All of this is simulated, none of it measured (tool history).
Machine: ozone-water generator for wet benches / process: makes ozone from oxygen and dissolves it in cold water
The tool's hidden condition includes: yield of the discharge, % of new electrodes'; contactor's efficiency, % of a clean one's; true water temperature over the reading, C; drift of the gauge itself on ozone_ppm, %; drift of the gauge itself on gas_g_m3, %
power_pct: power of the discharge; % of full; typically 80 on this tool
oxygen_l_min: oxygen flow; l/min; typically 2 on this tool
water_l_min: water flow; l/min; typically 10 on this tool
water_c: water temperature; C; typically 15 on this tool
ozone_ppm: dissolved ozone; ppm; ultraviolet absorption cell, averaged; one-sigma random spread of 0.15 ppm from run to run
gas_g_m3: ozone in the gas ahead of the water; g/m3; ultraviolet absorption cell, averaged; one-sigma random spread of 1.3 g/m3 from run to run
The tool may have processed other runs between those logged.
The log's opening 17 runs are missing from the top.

run,day,power_pct,oxygen_l_min,water_l_min,water_c,hours of work since the electrodes were changed,hours of work since the contactor was cleaned,hours of work since the thermometer was calibrated,ozone_ppm,gas_g_m3
18,14.508,55,2,10,15,1125,7448,3577,12.9,169.4
19,15.408,55,2,10,15,1141,7464,3593,12.9,169.3
20,15.967,89,2.87,7,8,1151,7474,3603,31.4,218.2
21,17.075,89,2.87,7,8,1170,7494,3623,32,215.9
22,17.796,89,2.87,7,8,1183,7507,3636,32,213.6
23,18.679,93,2,10,11,1199,7522,3652,21.4,271.3
24,19.438,93,1.73,8,11,1213,7536,3665,26.7,294.2
25,20.646,93,1.73,8,11,1234,7558,3687,27.2,294.8
26,21.475,93,1.73,8,11,1249,7572,3702,26.9,293.5
27,22.667,93,1.73,8,11,1270,7594,3723,26.7,295.8
28,23.888,93,1.73,8,11,1292,7615,3745,27,294.6
29,24.45,93,1.73,8,11,1302,7626,3755,27.3,296.8
30,25.333,93,1.03,7,11,1318,7641,3770,28.5,388.3
31,26.288,93,1.03,7,11,1335,7658,3787,28.3,388.3
32,27.188,89,1.79,15,15,1351,7674,3804,12,279.5

3 options for the next run, each taken on its own from the tool as it stands now. Forecast them:
A,27.917,86,2,10,15,1364,7687,3817,?,?
B,27.917,80,2,9,11,1364,7687,3817,?,?
C,27.917,44,1.91,8,15,1364,7687,3817,?,?

run,ozone_ppm,gas_g_m3
A,19.4,255.3
B,21,236.5
C,13.4,142.2
Stripped of hidden state, with their random variation kept, the same runs would have yielded:
run,ozone_ppm,gas_g_m3
A,19.4,255.4
B,21,236.6
C,13.4,142.2

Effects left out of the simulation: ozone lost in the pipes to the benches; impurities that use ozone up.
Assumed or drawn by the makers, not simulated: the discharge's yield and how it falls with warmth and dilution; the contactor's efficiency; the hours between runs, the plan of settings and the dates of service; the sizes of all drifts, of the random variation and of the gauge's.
